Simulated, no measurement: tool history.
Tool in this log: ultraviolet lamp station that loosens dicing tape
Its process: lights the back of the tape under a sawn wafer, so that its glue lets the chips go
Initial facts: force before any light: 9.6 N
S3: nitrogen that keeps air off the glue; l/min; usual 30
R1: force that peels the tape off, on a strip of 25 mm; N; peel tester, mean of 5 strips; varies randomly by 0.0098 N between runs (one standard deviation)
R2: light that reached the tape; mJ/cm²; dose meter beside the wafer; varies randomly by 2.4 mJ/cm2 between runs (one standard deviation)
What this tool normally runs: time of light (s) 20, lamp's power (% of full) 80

run 1 hour=0 | time_of_light_(s)=20 lamp's_power_(%_of_full)=80 S3=30 | R1=0.487 R2=252
run 2 hour=21 | time_of_light_(s)=20 lamp's_power_(%_of_full)=80 S3=30 | R1=0.509 R2=250
run 3 hour=41.1 | time_of_light_(s)=20 lamp's_power_(%_of_full)=80 S3=30 | R1=0.522 R2=251
run 4 hour=51.3 | time_of_light_(s)=20 lamp's_power_(%_of_full)=80 S3=30 | R1=0.51 R2=246
run 5 hour=60.1 | time_of_light_(s)=20 lamp's_power_(%_of_full)=89 S3=30 | R1=0.415 R2=276
run 6 hour=79.7 | time_of_light_(s)=20 lamp's_power_(%_of_full)=89 S3=30 | R1=0.414 R2=271
run 7 hour=94.5 | time_of_light_(s)=20 lamp's_power_(%_of_full)=80 S3=30 | R1=0.501 R2=246
run 8 hour=111.7 | time_of_light_(s)=20 lamp's_power_(%_of_full)=80 S3=30 | R1=0.52 R2=247
run 9 hour=132.8 | time_of_light_(s)=20 lamp's_power_(%_of_full)=80 S3=10 | R1=1.262 R2=242
run 10 hour=154.5 | time_of_light_(s)=20 lamp's_power_(%_of_full)=80 S3=10 | R1=1.239 R2=242
run 11 hour=166.2 | time_of_light_(s)=20 lamp's_power_(%_of_full)=83 S3=11 | R1=1.061 R2=251
run 12 hour=178.9 | time_of_light_(s)=19 lamp's_power_(%_of_full)=60 S3=30 | R1=1.075 R2=170
run 13 hour=188.1 | time_of_light_(s)=27 lamp's_power_(%_of_full)=60 S3=11 | R1=1.155 R2=243
run 14 hour=200.3 | time_of_light_(s)=31 lamp's_power_(%_of_full)=96 S3=18 | R1=0.252 R2=445
run 15 hour=216.1 | time_of_light_(s)=18 lamp's_power_(%_of_full)=77 S3=16 | R1=1.223 R2=207
run 16 hour=237.1 | time_of_light_(s)=18 lamp's_power_(%_of_full)=77 S3=16 | R1=1.172 R2=202
run 17 hour=248.9 | time_of_light_(s)=18 lamp's_power_(%_of_full)=77 S3=16 | R1=1.173 R2=201
run 18 hour=259.8 | time_of_light_(s)=18 lamp's_power_(%_of_full)=77 S3=16 | R1=1.191 R2=203

Some steps in R1, run to run, broken into two amounts with sign: the step expected even without the hidden condition (settings, incoming material, random variation), and the rest, left for the hidden condition together with whatever gauge scatter is not in both the measured and the hidden-condition-free result:
Hidden conditions of the tool in this case: lamp's light, % of a new lamp's; light that the window lets through, % of a clean one's; drift of the gauge itself on peel_n, %; drift of the gauge itself on dose_mj_cm2, %.
Run 14 -> 15: time of light (s) 31 -> 18, lamp's power (% of full) 96 -> 77, S3 18 -> 16. R1 +0.971 N: hidden state +0.239, all else +0.732.
